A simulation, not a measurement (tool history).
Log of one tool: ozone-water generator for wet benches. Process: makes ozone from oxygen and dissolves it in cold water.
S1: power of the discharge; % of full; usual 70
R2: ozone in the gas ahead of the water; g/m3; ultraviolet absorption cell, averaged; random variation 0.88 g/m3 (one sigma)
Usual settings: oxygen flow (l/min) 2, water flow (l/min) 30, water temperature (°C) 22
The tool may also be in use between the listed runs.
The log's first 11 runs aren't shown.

Run 12, hour 524.6: usual settings. Result: dissolved ozone (ppm) 4.38, R2 137.4 g/m3.
Run 13, hour 588.3: usual settings. Result: dissolved ozone (ppm) 4.41, R2 136.3 g/m3.
Run 14, hour 618.4: usual settings but oxygen flow (l/min) 1.18. Result: dissolved ozone (ppm) 3.76, R2 178.4 g/m3.
Run 15, hour 669.1: usual settings but water flow (l/min) 29. Result: dissolved ozone (ppm) 4.57, R2 136.2 g/m3.
Run 16, hour 717.5: usual settings but water flow (l/min) 29. Result: dissolved ozone (ppm) 4.58, R2 134.9 g/m3.
Run 17, hour 781.2: usual settings but oxygen flow (l/min) 1.49, water flow (l/min) 29, water temperature (°C) 15. Result: dissolved ozone (ppm) 4.29, R2 157.6 g/m3.
Run 18, hour 843.8: usual settings but oxygen flow (l/min) 1.49, water flow (l/min) 45, water temperature (°C) 23. Result: dissolved ozone (ppm) 2.45, R2 157.9 g/m3.
Run 19, hour 899.2: usual settings but oxygen flow (l/min) 1.64, water flow (l/min) 19, water temperature (°C) 28. Result: dissolved ozone (ppm) 6.5, R2 151 g/m3.
Run 20, hour 947: usual settings but S1 57 % of full, oxygen flow (l/min) 2.34, water flow (l/min) 38, water temperature (°C) 27. Result: dissolved ozone (ppm) 2.75, R2 105.9 g/m3.
Run 21, hour 999.7: usual settings but S1 88 % of full. Result: dissolved ozone (ppm) 5.32, R2 163.4 g/m3.
Run 22, hour 1040.5: usual settings but S1 88 % of full, water temperature (°C) 16. Result: dissolved ozone (ppm) 5.56, R2 163.7 g/m3.
Run 23, hour 1095.3: usual settings but S1 76 % of full, oxygen flow (l/min) 1.47, water temperature (°C) 21. Result: dissolved ozone (ppm) 4.21, R2 169.6 g/m3.
Run 24, hour 1141.5: usual settings but S1 76 % of full, oxygen flow (l/min) 1.47, water temperature (°C) 21. Result: dissolved ozone (ppm) 4.1, R2 170.8 g/m3.
Run 25, hour 1167.7: usual settings but oxygen flow (l/min) 2.16, water temperature (°C) 17. Result: dissolved ozone (ppm) 4.67, R2 130.5 g/m3.
Run 26, hour 1218.8: usual settings but oxygen flow (l/min) 2.16, water temperature (°C) 17. Result: dissolved ozone (ppm) 4.59, R2 130.1 g/m3.
Run 27, hour 1248.9: usual settings but water temperature (°C) 21. Result: dissolved ozone (ppm) 4.35, R2 135.5 g/m3.
Run 28, hour 1297.1: usual settings but S1 77 % of full. Result: dissolved ozone (ppm) 4.74, R2 144.1 g/m3.
Run 29, hour 1344.5: usual settings but S1 42 % of full, water flow (l/min) 40, water temperature (°C) 26. Result: dissolved ozone (ppm) 2.02, R2 88.8 g/m3.
Run 30, hour 1406.5: usual settings but oxygen flow (l/min) 1.32, water flow (l/min) 44. Result: dissolved ozone (ppm) 2.42, R2 166.4 g/m3.
Run 31, hour 1442.6: usual settings but oxygen flow (l/min) 1.32, water flow (l/min) 44. Result: dissolved ozone (ppm) 2.37, R2 166.2 g/m3.
Run 32, hour 1483.3: usual settings but water flow (l/min) 22, water temperature (°C) 18. Result: dissolved ozone (ppm) 6.16, R2 133.5 g/m3.

5 ways to go on from here, each from the tool as it stands after run 32. What would each give?
Run A, hour 1515.5: usual settings but water flow (l/min) 40. Result: dissolved ozone (ppm) ?, R2 ?.
Run B, hour 1515.5: usual settings but oxygen flow (l/min) 2.05, water flow (l/min) 22, water temperature (°C) 24. Result: dissolved ozone (ppm) ?, R2 ?.
Run C, hour 1515.5: usual settings but S1 42 % of full, oxygen flow (l/min) 2.74, water flow (l/min) 22, water temperature (°C) 18. Result: dissolved ozone (ppm) ?, R2 ?.
Run D, hour 1515.5: usual settings but S1 76 % of full, oxygen flow (l/min) 1.26, water flow (l/min) 22, water temperature (°C) 23. Result: dissolved ozone (ppm) ?, R2 ?.
Run E, hour 1515.5: usual settings but water flow (l/min) 29. Result: dissolved ozone (ppm) ?, R2 ?.

run  dissolved ozone (ppm)     R2
  A                   3.08  135.2
  B                   5.94  132.9
  C                   4.28     75
  D                   5.58  181.4
  E                   4.41  132.8
Without the tool's hidden state the same runs would have given:
run  dissolved ozone (ppm)     R2
  A                   3.54  146.3
  B                   6.76  143.8
  C                   4.72   78.4
  D                   6.38  197.3
  E                   5.05  143.8
